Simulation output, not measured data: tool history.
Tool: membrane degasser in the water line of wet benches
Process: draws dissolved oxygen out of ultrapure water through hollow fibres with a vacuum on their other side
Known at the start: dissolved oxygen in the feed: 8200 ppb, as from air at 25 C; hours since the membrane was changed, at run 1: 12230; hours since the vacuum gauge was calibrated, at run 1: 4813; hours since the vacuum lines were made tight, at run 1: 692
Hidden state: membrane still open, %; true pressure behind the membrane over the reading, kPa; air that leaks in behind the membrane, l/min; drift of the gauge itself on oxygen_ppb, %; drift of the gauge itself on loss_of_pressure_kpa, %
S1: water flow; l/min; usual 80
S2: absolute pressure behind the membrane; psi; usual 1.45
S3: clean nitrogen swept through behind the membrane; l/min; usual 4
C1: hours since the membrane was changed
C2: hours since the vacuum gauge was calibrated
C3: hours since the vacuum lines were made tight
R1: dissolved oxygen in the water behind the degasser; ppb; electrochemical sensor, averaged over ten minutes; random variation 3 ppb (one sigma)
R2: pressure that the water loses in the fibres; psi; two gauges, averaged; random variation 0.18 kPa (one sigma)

run	hour	S1	S2	S3	C1	C2	C3	R1	R2
1	0	80	1.45	4	12230	4813	692	376.1	5.933
# hour 309.1: vacuum gauge calibrated
2	309.8	80	1.45	4	12539	1	1001	381	5.891
3	637.6	80	1.45	4	12867	329	1329	386.5	5.87
4	849.6	80	1.45	4	13079	540	1541	376.2	5.951
5	1113.8	80	1.45	4.73	13343	805	1805	345.4	5.936
6	1418.6	80	1.45	4.73	13648	1110	2110	340.3	5.983
# hour 1596.8: membrane cartridge changed
# hour 1638: vacuum gauge calibrated, once more
7	1681.8	80	1.45	4.73	85	44	2369	288.6	5.165
8	1953.9	80	1.45	4	357	316	2641	331.1	5.133
9	2093	80	1.45	4	496	455	2780	328.9	5.175
10	2363.9	80	1.45	4	767	726	3051	331.3	5.15
11	2632.4	80	1.45	4	1035	994	3319	331.7	5.13
12	2850.2	80	1.09	4	1253	1212	3537	228.4	5.198
13	3113.5	80	1.45	4	1516	1475	3800	333.6	5.252
14	3349.2	80	1.45	4	1752	1711	4036	334.7	5.256
15	3661.5	80	1.45	1.7	2064	2024	4348	622.2	5.247
16	3815.7	80	1.45	1.7	2218	2178	4503	615.3	5.252
17	4069.9	80	1.45	2.48	2473	2432	4757	485.3	5.261
# hour 4364: seals of the vacuum lines changed
18	4392.6	70	0.91	2.79	2793	2753	29	190.9	4.634
19	4682.5	70	0.91	2.79	3083	3042	318	190.2	4.648
20	5008.1	70	0.91	2.79	3409	3368	644	194.3	4.63
21	5211.6	70	0.91	2.79	3612	3572	848	193.2	4.651
22	5418.4	80	1.1	4	3819	3778	1054	242	5.327
23	5649.1	63	1.83	9.8	4050	4009	1285	157.9	4.238
24	5987.2	72	3.5	9.8	4388	4347	1623	381.6	4.804
25	6144.1	72	3.5	9.8	4545	4504	1780	385.8	4.821
26	6414.1	52	2.44	3.48	4815	4774	2050	454.5	3.51
27	6625.9	80	1.61	3.53	5027	4986	2262	424	5.436
# hour 6773.8: vacuum gauge calibrated
28	6884.3	80	2.81	2.3	5284	111	2520	1061.1	5.382
29	7189.2	80	2.81	2.3	5589	415	2825	1060.5	5.423
30	7433.4	100	1.45	4	5834	660	3069	467.4	6.769
31	7619.6	115	2.38	4	6020	846	3255	929.3	7.86
32	7919.2	115	2.38	4	6319	1145	3555	924.1	7.892
33	8258.6	115	1.1	5.43	6659	1485	3894	396.9	7.858

3 ways to go on from here, each from the tool as it stands after run 33. What would each give?
A	8508.9	80	1.45	5.86	6909	1735	4144	?	?
B	8508.9	115	2.23	5.34	6909	1735	4144	?	?
C	8508.9	80	1.45	11.48	6909	1735	4144	?	?

run	R1	R2
A	261.8	5.532
B	741.8	7.952
C	167.2	5.519
Without the tool's hidden state the same runs would have given:
run	R1	R2
A	244.2	5.163
B	695.7	7.422
C	150	5.149
